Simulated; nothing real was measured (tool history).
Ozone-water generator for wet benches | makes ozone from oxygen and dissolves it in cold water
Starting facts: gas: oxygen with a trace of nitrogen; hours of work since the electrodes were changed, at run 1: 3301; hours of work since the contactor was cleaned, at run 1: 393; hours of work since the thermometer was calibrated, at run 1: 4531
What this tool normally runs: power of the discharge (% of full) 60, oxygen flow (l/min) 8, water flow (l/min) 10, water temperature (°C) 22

run    hour  power of the discharge (% of full)  oxygen flow (l/min)  water flow (l/min)  water temperature (°C)  hours of work since the electrodes were changed  hours of work since the contactor was cleaned  hours of work since the thermometer was calibrated  dissolved ozone (ppm)  ozone in the gas ahead of the water (g/m3)
  1       0                                  60                    8                  10                      22                                             3301                                            393                                                4531                     28                                       160.7
  2   205.4                                  60                 4.25                  10                      22                                             3442                                            535                                                4673                   33.4                                       240.8
  3   369.7                                  60                 4.25                  10                      22                                             3556                                            648                                                4786                   33.6                                       239.9
  4   488.5                                  60                 4.25                  10                      22                                             3637                                            730                                                4868                   33.6                                       238.8
  5   670.9                                  60                 4.25                  10                      22                                             3763                                            856                                                4994                   33.4                                       238.6
  6   847.6                                  60                10.38                  10                      22                                             3885                                            978                                                5116                   24.5                                       134.3
        955  -- water thermometer calibrated
  7  1070.2                                  57                    8                  10                      22                                             4038                                           1131                                                  79                   26.2                                       153.1
  8  1168.4                                  57                    8                  10                      22                                             4106                                           1198                                                 147                   25.9                                       151.7
  9  1325.5                                  60                 5.58                  10                      22                                             4214                                           1307                                                 256                   30.5                                       197.7
 10    1542                                  60                    8                  10                      22                                             4364                                           1456                                                 405                   26.7                                       155.1
 11  1720.8                                  60                 6.35                  10                      22                                             4487                                           1579                                                 528                   29.1                                       181.8
 12  1827.5                                  60                 6.35                  10                      22                                             4560                                           1653                                                 602                     29                                       180.8
 13  2046.3                                  60                 6.35                  10                      16                                             4711                                           1804                                                 753                   32.4                                       180.5
 14    2204                                  60                    8                   7                      22                                             4820                                           1913                                                 861                   30.6                                       153.3
 15  2379.9                                  60                 5.47                  10                      22                                             4941                                           2034                                                 983                   29.9                                       194.9
 16  2537.3                                  60                 8.53                  10                      22                                             5050                                           2142                                                1091                     25                                       147.2
     2559.2  -- contactor cleaned
 17  2668.4                                  60                    8                  12                      22                                             5138                                             75                                                1179                   22.7                                       150.8
 18  2790.4                                  60                    8                  12                      22                                             5222                                            159                                                1263                   22.8                                       151.7
 19  2901.4                                  60                    8                   9                      15                                             5298                                            236                                                1339                   31.2                                       154.2
 20  3073.7                                  60                    8                   9                      15                                             5417                                            355                                                1458                   31.4                                       149.8
 21  3211.5                                  84                    8                   9                      22                                             5512                                            450                                                1553                   33.4                                       193.2
     3230.3  -- contactor cleaned, once more
 22  3435.7                                  64                  6.6                   9                      28                                             5664                                            142                                                1705                   26.8                                       176.1
 23  3640.1                                  60                 6.75                  10                      15                                             5805                                            283                                                1846                   31.5                                       164.9
 24  3734.4                                  60                 6.75                  10                      15                                             5870                                            348                                                1911                   31.5                                       167.4
 25  3869.8                                  48                 5.08                   8                      16                                             5963                                            441                                                2004                   32.8                                       167.5
 26  3995.3                                  69                 4.15                  14                      19                                             6050                                            528                                                2091                   27.9                                       244.9
 27  4089.8                                  60                    8                   8                      28                                             6115                                            593                                                2156                     24                                       146.4
 28  4208.3                                  96                    8                  11                      21                                             6197                                            674                                                2238                   33.6                                       201.5
 29  4411.5                                  89                 7.15                  16                      28                                             6337                                            814                                                2378                   22.2                                       204.3
     4539.4  -- electrodes of the discharge changed
 30  4590.6                                  50                 7.15                  14                      15                                               35                                            934                                                2497                   25.4                                       163.7
 31  4766.3                                  44                    8                   6                      22                                              156                                           1055                                                2618                   28.7                                       134.1
 32  4871.3                                  60                10.76                  10                      22                                              229                                           1127                                                2691                     27                                       147.4
 33  5071.6                                  60                10.76                  10                      22                                              367                                           1266                                                2829                   26.8                                       146.1

Predict each of these 3 candidate next runs independently; none follows another, all start after run 33:
  A  5257.7                                  60                13.87                  10                      22                                              495                                           1394                                                2957                      ?                                           ?
  B  5257.7                                  54                10.76                  15                      19                                              495                                           1394                                                2957                      ?                                           ?
  C  5257.7                                  60                    8                   6                      22                                              495                                           1394                                                2957                      ?                                           ?

run  dissolved ozone (ppm)  ozone in the gas ahead of the water (g/m3)
  A                   24.1                                       124.8
  B                   20.9                                       133.3
  C                   37.4                                       175.2
Without the tool's unlogged condition, the same runs would have read:
run  dissolved ozone (ppm)  ozone in the gas ahead of the water (g/m3)
  A                   24.9                                       126.2
  B                   21.6                                       134.7
  C                   38.4                                       177.2
